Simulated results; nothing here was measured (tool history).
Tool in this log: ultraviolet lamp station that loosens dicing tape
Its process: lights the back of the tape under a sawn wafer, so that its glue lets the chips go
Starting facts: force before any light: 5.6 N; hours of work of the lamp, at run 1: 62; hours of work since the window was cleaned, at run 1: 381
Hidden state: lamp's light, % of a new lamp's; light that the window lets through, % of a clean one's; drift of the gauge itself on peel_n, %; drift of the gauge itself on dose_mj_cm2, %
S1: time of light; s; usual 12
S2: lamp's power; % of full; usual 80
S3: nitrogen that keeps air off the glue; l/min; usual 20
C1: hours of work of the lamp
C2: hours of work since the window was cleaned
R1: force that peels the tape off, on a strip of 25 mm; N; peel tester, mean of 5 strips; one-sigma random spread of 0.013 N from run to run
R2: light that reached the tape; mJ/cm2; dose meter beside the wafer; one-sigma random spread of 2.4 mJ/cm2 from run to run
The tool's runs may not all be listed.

Run 1, hour 0.0: usual settings; C1 62; C2 381. Result: R1 0.673 N, R2 242 mJ/cm2.
Run 2, hour 29.6: usual settings; C1 78; C2 398. Result: R1 0.678 N, R2 245 mJ/cm2.
Run 3, hour 80.7: usual settings but S1 14 s; C1 106; C2 426. Result: R1 0.485 N, R2 282 mJ/cm2.
Run 4, hour 113.0: usual settings but S3 10 l/min; C1 124; C2 444. Result: R1 0.984 N, R2 234 mJ/cm2.
Run 5, hour 175.5: usual settings but S3 10 l/min; C1 159; C2 478. Result: R1 0.956 N, R2 237 mJ/cm2.
Run 6, hour 205.4: usual settings but S3 10 l/min; C1 175; C2 495. Result: R1 0.985 N, R2 235 mJ/cm2.
Run 7, hour 247.9: usual settings; C1 199; C2 518. Result: R1 0.711 N, R2 228 mJ/cm2.
Run 8, hour 275.7: usual settings; C1 214; C2 534. Result: R1 0.737 N, R2 230 mJ/cm2.
At hour 299.3: window cleaned of glue's vapour.
Run 9, hour 315.0: usual settings; C1 235; C2 9. Result: R1 0.633 N, R2 250 mJ/cm2.
Run 10, hour 351.5: usual settings; C1 256; C2 29. Result: R1 0.623 N, R2 245 mJ/cm2.
Run 11, hour 395.0: usual settings but S1 13 s; C1 280; C2 53. Result: R1 0.545 N, R2 263 mJ/cm2.
Run 12, hour 426.0: usual settings but S1 11 s; C1 297; C2 70. Result: R1 0.784 N, R2 225 mJ/cm2.
Run 13, hour 485.9: usual settings but S2 64 % of full; C1 330; C2 103. Result: R1 0.984 N, R2 193 mJ/cm2.
Run 14, hour 514.0: usual settings but S2 64 % of full; C1 345; C2 119. Result: R1 1.041 N, R2 192 mJ/cm2.
Run 15, hour 575.1: usual settings but S3 13 l/min; C1 379; C2 152. Result: R1 0.832 N, R2 239 mJ/cm2.

Estimate the outcome of run 16 from the log above:
Run 16, hour 601.6: usual settings but S1 14 s, S3 34 l/min; C1 394; C2 167. Result: R1 ?, R2 ?.

Run 16 produced R1 0.412 N, R2 273 mJ/cm2.
Were there no unlogged condition in the tool, this run, its random variation unchanged, would have produced R1 0.337 N, R2 302 mJ/cm2.
